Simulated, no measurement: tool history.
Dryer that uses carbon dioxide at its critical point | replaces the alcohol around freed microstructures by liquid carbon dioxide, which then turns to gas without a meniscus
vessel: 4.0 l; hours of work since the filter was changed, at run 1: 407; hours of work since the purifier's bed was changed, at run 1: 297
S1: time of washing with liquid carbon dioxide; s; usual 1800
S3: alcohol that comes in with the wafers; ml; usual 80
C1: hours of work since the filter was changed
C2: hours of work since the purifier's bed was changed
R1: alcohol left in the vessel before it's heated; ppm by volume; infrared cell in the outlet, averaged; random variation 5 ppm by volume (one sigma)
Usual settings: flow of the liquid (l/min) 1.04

{"run": 1, "hour": 0.0, "S1": 1800, "flow of the liquid (l/min)": 1.04, "S3": 80, "C1": 407, "C2": 297, "R1": 94}
{"run": 2, "hour": 19.2, "S1": 1800, "flow of the liquid (l/min)": 1.04, "S3": 80, "C1": 416, "C2": 307, "R1": 86}
{"run": 3, "hour": 46.9, "S1": 1800, "flow of the liquid (l/min)": 1.04, "S3": 80, "C1": 430, "C2": 321, "R1": 101}
{"run": 4, "hour": 72.5, "S1": 1800, "flow of the liquid (l/min)": 1.04, "S3": 80, "C1": 443, "C2": 333, "R1": 97}
{"run": 5, "hour": 87.5, "S1": 1800, "flow of the liquid (l/min)": 1.04, "S3": 80, "C1": 450, "C2": 341, "R1": 98}
{"hour": 108.1, "done": "inlet filter changed"}
{"run": 6, "hour": 109.9, "S1": 1800, "flow of the liquid (l/min)": 1.04, "S3": 80, "C1": 1, "C2": 351, "R1": 85}
{"run": 7, "hour": 136.5, "S1": 1800, "flow of the liquid (l/min)": 1.04, "S3": 80, "C1": 14, "C2": 364, "R1": 83}
{"run": 8, "hour": 165.8, "S1": 1800, "flow of the liquid (l/min)": 1.04, "S3": 80, "C1": 29, "C2": 379, "R1": 95}
{"run": 9, "hour": 197.0, "S1": 1800, "flow of the liquid (l/min)": 1.13, "S3": 80, "C1": 44, "C2": 394, "R1": 78}
{"run": 10, "hour": 212.7, "S1": 1800, "flow of the liquid (l/min)": 1.04, "S3": 28, "C1": 52, "C2": 402, "R1": 75}
{"run": 11, "hour": 235.1, "S1": 1800, "flow of the liquid (l/min)": 1.04, "S3": 80, "C1": 63, "C2": 413, "R1": 101}
{"run": 12, "hour": 257.5, "S1": 1800, "flow of the liquid (l/min)": 1.04, "S3": 53, "C1": 74, "C2": 424, "R1": 89}
{"run": 13, "hour": 277.4, "S1": 1800, "flow of the liquid (l/min)": 1.04, "S3": 53, "C1": 84, "C2": 434, "R1": 95}
{"run": 14, "hour": 309.6, "S1": 1800, "flow of the liquid (l/min)": 1.04, "S3": 53, "C1": 100, "C2": 450, "R1": 80}
{"run": 15, "hour": 338.5, "S1": 1800, "flow of the liquid (l/min)": 0.82, "S3": 53, "C1": 114, "C2": 464, "R1": 169}
{"run": 16, "hour": 357.7, "S1": 1800, "flow of the liquid (l/min)": 0.82, "S3": 53, "C1": 123, "C2": 474, "R1": 177}
{"run": 17, "hour": 374.8, "S1": 1800, "flow of the liquid (l/min)": 0.82, "S3": 53, "C1": 132, "C2": 482, "R1": 168}
{"run": 18, "hour": 392.5, "S1": 1800, "flow of the liquid (l/min)": 0.82, "S3": 53, "C1": 141, "C2": 491, "R1": 181}
{"run": 19, "hour": 420.5, "S1": 2340, "flow of the liquid (l/min)": 1.04, "S3": 80, "C1": 154, "C2": 505, "R1": 75}
{"run": 20, "hour": 440.2, "S1": 1740, "flow of the liquid (l/min)": 1.59, "S3": 69, "C1": 164, "C2": 515, "R1": 77}
{"run": 21, "hour": 463.5, "S1": 1740, "flow of the liquid (l/min)": 1.59, "S3": 69, "C1": 176, "C2": 526, "R1": 74}
{"run": 22, "hour": 476.6, "S1": 1860, "flow of the liquid (l/min)": 1.43, "S3": 44, "C1": 182, "C2": 533, "R1": 80}
{"run": 23, "hour": 507.7, "S1": 1800, "flow of the liquid (l/min)": 0.76, "S3": 44, "C1": 198, "C2": 548, "R1": 218}
{"run": 24, "hour": 522.2, "S1": 1800, "flow of the liquid (l/min)": 1.39, "S3": 115, "C1": 205, "C2": 555, "R1": 94}
{"run": 25, "hour": 551.3, "S1": 1800, "flow of the liquid (l/min)": 1.39, "S3": 115, "C1": 219, "C2": 569, "R1": 91}
{"run": 26, "hour": 583.0, "S1": 1800, "flow of the liquid (l/min)": 1.39, "S3": 115, "C1": 235, "C2": 585, "R1": 84}
{"run": 27, "hour": 606.6, "S1": 2160, "flow of the liquid (l/min)": 1.04, "S3": 80, "C1": 246, "C2": 597, "R1": 96}
{"run": 28, "hour": 624.3, "S1": 1260, "flow of the liquid (l/min)": 1.35, "S3": 27, "C1": 255, "C2": 605, "R1": 103}
{"run": 29, "hour": 655.9, "S1": 1260, "flow of the liquid (l/min)": 1.35, "S3": 27, "C1": 271, "C2": 621, "R1": 107}
{"run": 30, "hour": 680.3, "S1": 1260, "flow of the liquid (l/min)": 1.35, "S3": 63, "C1": 283, "C2": 633, "R1": 148}
{"run": 31, "hour": 705.0, "S1": 1260, "flow of the liquid (l/min)": 1.04, "S3": 68, "C1": 295, "C2": 645, "R1": 329}
{"run": 32, "hour": 725.6, "S1": 1260, "flow of the liquid (l/min)": 1.04, "S3": 103, "C1": 305, "C2": 656, "R1": 479}
{"run": 33, "hour": 746.8, "S1": 1140, "flow of the liquid (l/min)": 1.04, "S3": 103, "C1": 316, "C2": 666, "R1": 668}
{"run": 34, "hour": 770.7, "S1": 1140, "flow of the liquid (l/min)": 1.36, "S3": 63, "C1": 328, "C2": 678, "R1": 189}
{"run": 35, "hour": 796.2, "S1": 1140, "flow of the liquid (l/min)": 1.36, "S3": 63, "C1": 340, "C2": 690, "R1": 194}
{"run": 36, "hour": 815.7, "S1": 1140, "flow of the liquid (l/min)": 1.36, "S3": 63, "C1": 350, "C2": 700, "R1": 194}
{"run": 37, "hour": 840.8, "S1": 1140, "flow of the liquid (l/min)": 1.57, "S3": 30, "C1": 362, "C2": 713, "R1": 126}

Some steps in R1 between neighbouring runs. How much of each would the tool show without its hidden state too (settings, what came in, random variation), and how much is left for the hidden state, with any gauge scatter that isn't in both results?
The hidden state here: flow that reaches the vessel past the clogged filter, %; alcohol in the recycled carbon dioxide, ppm; drift of the gauge itself on alcohol_ppm, %.
Run 30 -> 31: flow of the liquid (l/min) 1.35 -> 1.04, S3 63 -> 68. R1 +181 ppm by volume: hidden state +29, all else +152.
Run 32 -> 33: S1 1260 -> 1140. R1 +189 ppm by volume: hidden state +25, all else +164.
Run 33 -> 34: flow of the liquid (l/min) 1.04 -> 1.36, S3 103 -> 63. R1 -479 ppm by volume: hidden state -65, all else -414.
